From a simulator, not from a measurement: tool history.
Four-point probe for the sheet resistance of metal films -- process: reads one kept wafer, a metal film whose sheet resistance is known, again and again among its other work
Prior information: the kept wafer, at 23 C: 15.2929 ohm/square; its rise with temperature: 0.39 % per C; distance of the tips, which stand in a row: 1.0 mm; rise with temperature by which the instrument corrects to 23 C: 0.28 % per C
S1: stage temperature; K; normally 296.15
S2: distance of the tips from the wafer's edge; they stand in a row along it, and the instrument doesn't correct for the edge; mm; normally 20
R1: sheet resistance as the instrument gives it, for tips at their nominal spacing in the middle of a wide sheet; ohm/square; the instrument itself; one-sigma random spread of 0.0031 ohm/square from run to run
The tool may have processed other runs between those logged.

run      day      S1  S2         R1
  1        0  296.15  20  15.268458
  2    3.783  296.15  20  15.264051
  3    8.421  296.15  20  15.265432
  4   11.229  296.15  20  15.262344
  5   13.625  296.15  20  15.273749
  6   16.671  296.15  20  15.268354
  7   19.342  296.15  20  15.259934
  8   22.038  296.15  32  15.249809
  9   24.438  296.15  32  15.250188
 10   27.688  296.15  32  15.249241
 11   31.671  296.15  32  15.248365
 12   35.792  296.15  32  15.251321
      36.258  -- stage's thermometer calibrated
 13    38.25  296.15  17  15.255143
 14   42.742  296.15  20  15.247544
 15   46.354  296.15  20   15.25005
 16   49.612  294.15  20  15.212243
 17   54.654  294.15  20  15.213642
 18   58.371  296.15   6  15.452935
 19   62.542  292.15  15  15.200665
      64.683  -- stage's thermometer calibrated, once more
 20   65.171  292.15  21  15.249436
 21   68.783  304.15  72  15.435953
 22   71.279  293.15  57  15.251741
 23   74.833  300.15  14  15.407824
 24   78.021  302.15  50  15.402041
 25   82.904  302.15  50  15.399319
 26   87.146  302.15  50  15.408273
 27    92.25  304.15   9  15.539411
 28   94.562  306.15  19  15.491362
 29   98.904  294.15   4  15.757727
 30  100.967  303.15   8  15.547334
 31  104.971  303.15   8  15.541643
 32  107.654  303.15   8  15.547796
 33  110.333  296.15   7  15.467472

Consider 4 possible next runs. They are alternatives, not a sequence: every one starts from the tool as it was left by run 33. What does each give?
  A  113.833  300.15  10   ?
  B  113.833  299.15   5   ?
  C  113.833  294.15  44   ?
  D  113.833  295.15   8   ?

run         R1
  A  15.449881
  B  15.671448
  C   15.27288
  D  15.413026
Without the tool's hidden state the same runs would have given:
run         R1
  A  15.441062
  B  15.662588
  C  15.264488
  D  15.404514
